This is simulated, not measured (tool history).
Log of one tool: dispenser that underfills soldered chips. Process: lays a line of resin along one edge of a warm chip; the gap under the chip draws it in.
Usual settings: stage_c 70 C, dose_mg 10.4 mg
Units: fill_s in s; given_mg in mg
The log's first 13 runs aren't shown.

run 14 hour=49.4 | stage_c=70 dose_mg=10.4 | fill_s=58.3 given_mg=10.20
run 15 hour=51.7 | stage_c=70 dose_mg=10.4 | fill_s=60.9 given_mg=10.22
-- hour=55.5 new syringe of resin
run 16 hour=56.4 | stage_c=77 dose_mg=10.4 | fill_s=35.7 given_mg=10.18
run 17 hour=61.0 | stage_c=70 dose_mg=9.0 | fill_s=57.7 given_mg=8.85
run 18 hour=66.4 | stage_c=70 dose_mg=9.0 | fill_s=64.5 given_mg=8.80
-- hour=71.1 new syringe of resin
run 19 hour=71.9 | stage_c=82 dose_mg=9.4 | fill_s=29.2 given_mg=9.16
run 20 hour=77.2 | stage_c=73 dose_mg=9.4 | fill_s=50.6 given_mg=9.12
run 21 hour=80.9 | stage_c=76 dose_mg=9.4 | fill_s=45.4 given_mg=9.10
run 22 hour=84.6 | stage_c=76 dose_mg=9.4 | fill_s=49.4 given_mg=9.14
-- hour=86.5 new syringe of resin
run 23 hour=90.3 | stage_c=70 dose_mg=13.4 | fill_s=50.8 given_mg=12.95
run 24 hour=95.8 | stage_c=70 dose_mg=12.3 | fill_s=56.0 given_mg=11.85
run 25 hour=98.1 | stage_c=70 dose_mg=12.3 | fill_s=59.7 given_mg=11.91
-- hour=99.6 dispensing valve cleaned and set on the balance
run 26 hour=102.2 | stage_c=70 dose_mg=10.5 | fill_s=66.0 given_mg=10.47
-- hour=103.0 new syringe of resin
run 27 hour=106.6 | stage_c=70 dose_mg=10.5 | fill_s=53.1 given_mg=10.45
run 28 hour=109.4 | stage_c=70 dose_mg=10.5 | fill_s=55.6 given_mg=10.46
run 29 hour=113.4 | stage_c=70 dose_mg=10.5 | fill_s=59.4 given_mg=10.47
-- hour=118.4 new syringe of resin
run 30 hour=118.8 | stage_c=70 dose_mg=10.5 | fill_s=49.7 given_mg=10.46
run 31 hour=121.7 | stage_c=70 dose_mg=13.0 | fill_s=49.6 given_mg=12.90
run 32 hour=126.5 | stage_c=77 dose_mg=12.5 | fill_s=39.6 given_mg=12.39
run 33 hour=128.9 | stage_c=77 dose_mg=12.5 | fill_s=41.8 given_mg=12.34
-- hour=134.0 new syringe of resin
run 34 hour=134.0 | stage_c=81 dose_mg=12.0 | fill_s=28.4 given_mg=11.89
run 35 hour=137.6 | stage_c=81 dose_mg=12.0 | fill_s=31.4 given_mg=11.87

4 ways to go on from here, each from the tool as it stands after run 35. What would each give?
run A hour=142.2 | stage_c=73 dose_mg=13.2 | fill_s=? given_mg=?
run B hour=142.2 | stage_c=76 dose_mg=10.4 | fill_s=? given_mg=?
run C hour=142.2 | stage_c=65 dose_mg=11.1 | fill_s=? given_mg=?
run D hour=142.2 | stage_c=61 dose_mg=12.1 | fill_s=? given_mg=?

run=A fill_s=48.8 given_mg=13.03
run=B fill_s=44.1 given_mg=10.27
run=C fill_s=73.6 given_mg=10.95
run=D fill_s=87.9 given_mg=11.94
Without the tool's hidden state the same runs would have given:
run=A fill_s=40.7 given_mg=13.21
run=B fill_s=36.8 given_mg=10.40
run=C fill_s=61.2 given_mg=11.09
run=D fill_s=73.2 given_mg=12.10
